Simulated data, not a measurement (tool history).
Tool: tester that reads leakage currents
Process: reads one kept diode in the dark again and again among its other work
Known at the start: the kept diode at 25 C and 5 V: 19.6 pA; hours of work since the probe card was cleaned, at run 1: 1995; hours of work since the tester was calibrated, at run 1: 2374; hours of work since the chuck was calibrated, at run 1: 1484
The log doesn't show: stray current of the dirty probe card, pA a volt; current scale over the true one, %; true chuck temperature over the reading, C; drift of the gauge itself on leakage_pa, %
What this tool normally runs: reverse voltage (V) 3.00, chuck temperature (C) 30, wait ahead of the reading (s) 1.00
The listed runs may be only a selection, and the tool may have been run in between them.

run	day	reverse voltage (V)	chuck temperature (C)	wait ahead of the reading (s)	hours of work since the probe card was cleaned	hours of work since the tester was calibrated	hours of work since the chuck was calibrated	current that the tester gives (pA)
1	0.000	3.00	30	1.00	1995	2374	1484	31.63
2	6.662	3.00	30	1.00	2075	2454	1565	31.84
# day 8.825: chuck's temperature calibrated
3	12.779	3.00	30	1.00	2147	2527	48	29.46
4	20.117	3.00	30	1.00	2236	2615	136	29.91
5	24.883	3.00	30	1.00	2293	2672	193	29.91
6	31.600	3.00	30	1.00	2374	2753	274	30.28
7	38.142	3.00	30	1.00	2453	2832	353	30.53
8	43.596	3.00	30	1.00	2518	2898	418	30.62
9	48.546	3.00	30	1.00	2578	2957	478	30.91
10	53.754	3.00	30	1.00	2640	3020	541	31.29
11	59.358	3.00	30	1.00	2708	3087	608	31.35
12	66.750	3.00	30	1.00	2797	3176	697	31.56
13	74.000	2.12	30	1.00	2884	3263	784	26.40
14	78.979	2.12	30	1.00	2944	3323	844	26.51
# day 82.208: probe card cleaned and baked
15	82.371	2.12	30	1.00	2	3363	883	23.02
16	88.492	2.12	30	1.00	76	3436	957	23.15
17	93.404	2.12	30	1.00	135	3495	1016	23.25
18	99.775	2.12	30	1.00	211	3572	1093	23.43
19	107.058	2.12	30	3.83	299	3660	1180	23.32
20	112.283	2.12	30	3.83	362	3722	1243	23.57
21	118.888	2.12	30	3.83	441	3802	1323	23.79
22	122.958	2.12	52	5.28	490	3851	1372	145.08
23	128.462	2.12	52	5.28	556	3917	1438	145.15
24	136.154	3.00	51	1.00	649	4010	1530	158.39
# day 140.858: chuck's temperature calibrated
25	141.258	3.00	51	1.00	709	4070	5	144.00
26	147.029	3.60	40	9.02	779	4139	74	65.08
27	152.567	3.60	40	9.02	845	4206	141	65.42
28	156.133	1.69	48	1.25	888	4249	184	88.18
29	159.454	1.69	48	1.25	928	4289	224	89.11
30	162.729	1.69	48	1.25	968	4328	263	89.18
31	169.404	1.69	48	1.25	1048	4409	343	89.32
32	177.050	3.00	25	6.61	1140	4501	435	18.08
33	181.504	10.41	47	1.00	1194	4554	489	196.43
34	188.379	6.56	38	3.30	1276	4637	572	77.36
35	195.158	3.00	30	1.05	1358	4718	653	28.44
36	201.158	3.00	43	9.47	1430	4791	725	80.37
37	207.708	3.00	43	9.47	1509	4869	804	80.67
38	214.471	3.00	44	5.78	1590	4951	886	88.39

Run 39 has not been measured yet. What should we expect?
39	220.321	3.00	44	5.78	1661	5021	956	?

Run 39 gave current that the tester gives (pA) 88.52.
Minus the tool's unlogged condition, the same run would have read current that the tester gives (pA) 82.39.

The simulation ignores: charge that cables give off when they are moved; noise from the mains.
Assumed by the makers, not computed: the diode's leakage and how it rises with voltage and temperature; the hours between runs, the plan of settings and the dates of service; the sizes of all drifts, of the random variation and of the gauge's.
